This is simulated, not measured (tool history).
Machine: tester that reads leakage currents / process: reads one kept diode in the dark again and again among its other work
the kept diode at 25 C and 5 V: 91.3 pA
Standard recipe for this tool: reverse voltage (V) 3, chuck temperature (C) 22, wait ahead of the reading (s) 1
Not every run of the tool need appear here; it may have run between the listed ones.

run	hour	reverse voltage (V)	chuck temperature (C)	wait ahead of the reading (s)	current that the tester gives (pA)
1	0	3	22	1	54.51
2	228.1	3	22	1	54.5
# hour 302.4: probe card cleaned and baked
3	408.3	3	22	1	54.79
4	518.9	3	22	8.77	53.75
5	715.6	3	22	1	54.59
6	835	3	22	1	54.63
7	965	3	22	1	54.43
# hour 1200.3: tester calibrated
8	1208.6	3	22	1	54.75
9	1359.2	3	22	1	54.84
10	1556.5	3	22	1	54.88
11	1743.8	3	22	1	54.37
12	1881.3	3	21	1	49.62
13	1991.9	3	21	1	49.59
14	2191.5	10.27	21	1	89.97
# hour 2377.8: chuck's temperature calibrated
15	2416.4	10.27	21	1	89.58
16	2568.9	10.27	21	1	90.02
17	2824.8	3	22	1	54.54
18	3080.1	3	22	1	54.7
19	3217.5	3	22	1	54.57
20	3485.6	3	39	1	263.71
21	3712.1	3	32	0.43	142.38
22	3832.3	15.7	22	1	122.27
23	4022.2	5.87	59	6.4	1893.95
24	4237.4	4.92	46	1.68	604.47
25	4477.5	4.92	46	1.68	604.35
26	4650.4	4.92	46	1.68	605.65
27	4902.8	8.13	45	0.46	713.57
28	5142.8	8.13	45	0.46	710.93
29	5281.1	6.27	32	7.66	197.54
# hour 5409.4: chuck's temperature calibrated
30	5465.3	2.53	47	7.66	484.82
# hour 5588.9: probe card cleaned and baked
31	5678.7	12.35	22	1	107.77
32	5821.5	13.14	59	6.76	2769.07
33	5970	3	22	6.1	53.62
34	6227.8	3	22	6.1	53.72
35	6470.9	7.04	22	2.96	80.92
36	6645.5	3	24	1	66.3
37	6872.8	4.16	58	1	1485.24
# hour 6958.1: tester calibrated
38	7105.3	5.17	22	1.64	70.27
39	7327.8	5.17	22	1.64	70.04
40	7487.5	5.17	22	1.64	70.42

Below are 3 alternative next runs, each starting from the tool's condition after run 40. Predict each:
A	7607.4	5.61	22	1.64	?
B	7607.4	10.35	23	0.59	?
C	7607.4	1.34	35	0.77	?

run	current that the tester gives (pA)
A	73.14
B	111.21
C	127.74
The same runs, with their run-to-run variation unchanged, on a tool lacking any hidden condition would have given:
run	current that the tester gives (pA)
A	73.08
B	111.12
C	127.65

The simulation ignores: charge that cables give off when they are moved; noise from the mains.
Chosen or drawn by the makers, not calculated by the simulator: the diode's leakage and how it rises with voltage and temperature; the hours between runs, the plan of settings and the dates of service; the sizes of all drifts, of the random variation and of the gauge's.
